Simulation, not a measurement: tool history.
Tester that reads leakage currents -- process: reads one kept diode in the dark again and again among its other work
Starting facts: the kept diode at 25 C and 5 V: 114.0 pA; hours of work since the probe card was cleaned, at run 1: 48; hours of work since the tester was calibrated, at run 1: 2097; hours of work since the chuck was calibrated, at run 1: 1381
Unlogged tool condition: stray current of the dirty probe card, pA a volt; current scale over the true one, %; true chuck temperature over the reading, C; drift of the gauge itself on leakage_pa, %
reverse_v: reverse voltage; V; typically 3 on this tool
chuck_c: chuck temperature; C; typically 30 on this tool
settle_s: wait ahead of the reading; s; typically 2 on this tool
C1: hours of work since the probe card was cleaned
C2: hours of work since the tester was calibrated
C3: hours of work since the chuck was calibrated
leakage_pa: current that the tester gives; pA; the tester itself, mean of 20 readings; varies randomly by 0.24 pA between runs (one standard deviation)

{"run": 1, "day": 0.0, "reverse_v": 3, "chuck_c": 30, "settle_s": 2, "C1": 48, "C2": 2097, "C3": 1381, "leakage_pa": 129.72}
{"run": 2, "day": 3.383, "reverse_v": 3, "chuck_c": 30, "settle_s": 2, "C1": 109, "C2": 2159, "C3": 1443, "leakage_pa": 130.1}
{"run": 3, "day": 7.146, "reverse_v": 7.94, "chuck_c": 30, "settle_s": 2, "C1": 178, "C2": 2228, "C3": 1512, "leakage_pa": 208.7}
{"run": 4, "day": 12.271, "reverse_v": 7.94, "chuck_c": 30, "settle_s": 4.4, "C1": 272, "C2": 2321, "C3": 1605, "leakage_pa": 208.64}
{"run": 5, "day": 16.654, "reverse_v": 7.94, "chuck_c": 30, "settle_s": 4.4, "C1": 352, "C2": 2401, "C3": 1685, "leakage_pa": 208.78}
{"run": 6, "day": 20.183, "reverse_v": 7.94, "chuck_c": 30, "settle_s": 4.4, "C1": 416, "C2": 2466, "C3": 1750, "leakage_pa": 209.43}
{"run": 7, "day": 22.875, "reverse_v": 7.94, "chuck_c": 30, "settle_s": 4.4, "C1": 466, "C2": 2515, "C3": 1799, "leakage_pa": 209.75}
{"run": 8, "day": 25.562, "reverse_v": 7.94, "chuck_c": 30, "settle_s": 4.4, "C1": 515, "C2": 2564, "C3": 1848, "leakage_pa": 209.99}
{"run": 9, "day": 28.85, "reverse_v": 7.94, "chuck_c": 30, "settle_s": 4.4, "C1": 575, "C2": 2624, "C3": 1908, "leakage_pa": 209.62}
{"run": 10, "day": 34.129, "reverse_v": 7.94, "chuck_c": 30, "settle_s": 4.4, "C1": 671, "C2": 2721, "C3": 2005, "leakage_pa": 210.74}
{"run": 11, "day": 37.608, "reverse_v": 3, "chuck_c": 30, "settle_s": 3.94, "C1": 735, "C2": 2784, "C3": 2069, "leakage_pa": 130.63}
{"run": 12, "day": 40.646, "reverse_v": 3, "chuck_c": 29, "settle_s": 2, "C1": 790, "C2": 2840, "C3": 2124, "leakage_pa": 120.87}
{"run": 13, "day": 45.704, "reverse_v": 12.7, "chuck_c": 30, "settle_s": 2, "C1": 883, "C2": 2932, "C3": 2216, "leakage_pa": 269.28}
{"run": 14, "day": 49.704, "reverse_v": 3, "chuck_c": 59, "settle_s": 2, "C1": 956, "C2": 3005, "C3": 2290, "leakage_pa": 1014.33}
{"run": 15, "day": 53.321, "reverse_v": 3, "chuck_c": 30, "settle_s": 2, "C1": 1022, "C2": 3072, "C3": 2356, "leakage_pa": 131.35}
{"day": 55.362, "done": "chuck's temperature calibrated"}
{"run": 16, "day": 57.304, "reverse_v": 3, "chuck_c": 30, "settle_s": 2, "C1": 1093, "C2": 3143, "C3": 35, "leakage_pa": 138.8}
{"run": 17, "day": 59.825, "reverse_v": 6.74, "chuck_c": 30, "settle_s": 2, "C1": 1139, "C2": 3189, "C3": 82, "leakage_pa": 208.09}
{"run": 18, "day": 62.567, "reverse_v": 6.74, "chuck_c": 30, "settle_s": 2, "C1": 1190, "C2": 3239, "C3": 132, "leakage_pa": 208.37}
{"run": 19, "day": 66.067, "reverse_v": 6.74, "chuck_c": 30, "settle_s": 2, "C1": 1254, "C2": 3303, "C3": 196, "leakage_pa": 208.5}
{"run": 20, "day": 69.825, "reverse_v": 6.74, "chuck_c": 30, "settle_s": 2, "C1": 1322, "C2": 3372, "C3": 264, "leakage_pa": 209.34}
{"run": 21, "day": 74.058, "reverse_v": 1.16, "chuck_c": 40, "settle_s": 0.96, "C1": 1400, "C2": 3449, "C3": 342, "leakage_pa": 183.13}
{"run": 22, "day": 78.096, "reverse_v": 1.16, "chuck_c": 40, "settle_s": 0.96, "C1": 1473, "C2": 3523, "C3": 415, "leakage_pa": 182.97}
{"day": 79.354, "done": "probe card cleaned and baked"}
{"run": 23, "day": 82.954, "reverse_v": 18.53, "chuck_c": 40, "settle_s": 0.96, "C1": 66, "C2": 3609, "C3": 502, "leakage_pa": 686.67}
{"run": 24, "day": 85.112, "reverse_v": 18.53, "chuck_c": 24, "settle_s": 0.43, "C1": 105, "C2": 3649, "C3": 541, "leakage_pa": 213}
{"run": 25, "day": 90.117, "reverse_v": 18.53, "chuck_c": 24, "settle_s": 0.43, "C1": 197, "C2": 3740, "C3": 633, "leakage_pa": 214.16}
{"run": 26, "day": 94.9, "reverse_v": 18.53, "chuck_c": 24, "settle_s": 0.43, "C1": 284, "C2": 3828, "C3": 720, "leakage_pa": 216.48}
{"run": 27, "day": 97.546, "reverse_v": 3, "chuck_c": 23, "settle_s": 3.8, "C1": 333, "C2": 3876, "C3": 769, "leakage_pa": 77.51}
{"run": 28, "day": 100.758, "reverse_v": 3, "chuck_c": 35, "settle_s": 3.12, "C1": 391, "C2": 3935, "C3": 827, "leakage_pa": 196.88}
{"run": 29, "day": 103.208, "reverse_v": 3, "chuck_c": 46, "settle_s": 7.44, "C1": 436, "C2": 3980, "C3": 872, "leakage_pa": 437.6}
{"run": 30, "day": 107.842, "reverse_v": 1.89, "chuck_c": 46, "settle_s": 8.37, "C1": 521, "C2": 4064, "C3": 957, "leakage_pa": 349.42}
{"run": 31, "day": 112.325, "reverse_v": 2.44, "chuck_c": 48, "settle_s": 5.69, "C1": 603, "C2": 4146, "C3": 1039, "leakage_pa": 455.04}
{"day": 113.338, "done": "tester calibrated"}
{"run": 32, "day": 116.442, "reverse_v": 2.3, "chuck_c": 22, "settle_s": 1.54, "C1": 676, "C2": 57, "C3": 1113, "leakage_pa": 62.84}
{"run": 33, "day": 121.062, "reverse_v": 1.31, "chuck_c": 22, "settle_s": 0.49, "C1": 761, "C2": 141, "C3": 1197, "leakage_pa": 48.09}
{"run": 34, "day": 125.617, "reverse_v": 3, "chuck_c": 29, "settle_s": 0.58, "C1": 844, "C2": 224, "C3": 1280, "leakage_pa": 124.91}
{"run": 35, "day": 128.683, "reverse_v": 18.39, "chuck_c": 30, "settle_s": 0.98, "C1": 900, "C2": 281, "C3": 1336, "leakage_pa": 333.52}
{"run": 36, "day": 132.133, "reverse_v": 7.38, "chuck_c": 49, "settle_s": 1.64, "C1": 963, "C2": 344, "C3": 1399, "leakage_pa": 817.69}
{"run": 37, "day": 135.35, "reverse_v": 11.44, "chuck_c": 44, "settle_s": 2, "C1": 1022, "C2": 402, "C3": 1458, "leakage_pa": 717.08}
{"run": 38, "day": 139.521, "reverse_v": 17.03, "chuck_c": 29, "settle_s": 2, "C1": 1098, "C2": 479, "C3": 1534, "leakage_pa": 298.72}
{"run": 39, "day": 141.846, "reverse_v": 16.55, "chuck_c": 59, "settle_s": 3.51, "C1": 1141, "C2": 521, "C3": 1577, "leakage_pa": 2353.94}
{"run": 40, "day": 146.112, "reverse_v": 3.78, "chuck_c": 22, "settle_s": 2, "C1": 1219, "C2": 599, "C3": 1655, "leakage_pa": 81.7}

Below are 4 alternative next runs, each starting from the tool's condition after run 40. Predict each:
{"run": "A", "day": 148.412, "reverse_v": 2.01, "chuck_c": 23, "settle_s": 0.54, "C1": 1261, "C2": 641, "C3": 1697, "leakage_pa": "?"}
{"run": "B", "day": 148.412, "reverse_v": 9.03, "chuck_c": 46, "settle_s": 2, "C1": 1261, "C2": 641, "C3": 1697, "leakage_pa": "?"}
{"run": "C", "day": 148.412, "reverse_v": 3.27, "chuck_c": 47, "settle_s": 3.03, "C1": 1261, "C2": 641, "C3": 1697, "leakage_pa": "?"}
{"run": "D", "day": 148.412, "reverse_v": 16.91, "chuck_c": 37, "settle_s": 2.36, "C1": 1261, "C2": 641, "C3": 1697, "leakage_pa": "?"}

run=A leakage_pa=64.69
run=B leakage_pa=736.05
run=C leakage_pa=478.03
run=D leakage_pa=532.62
Without the tool's hidden state the same runs would have given:
run=A leakage_pa=63.42
run=B leakage_pa=738.51
run=C leakage_pa=483.22
run=D leakage_pa=520.62
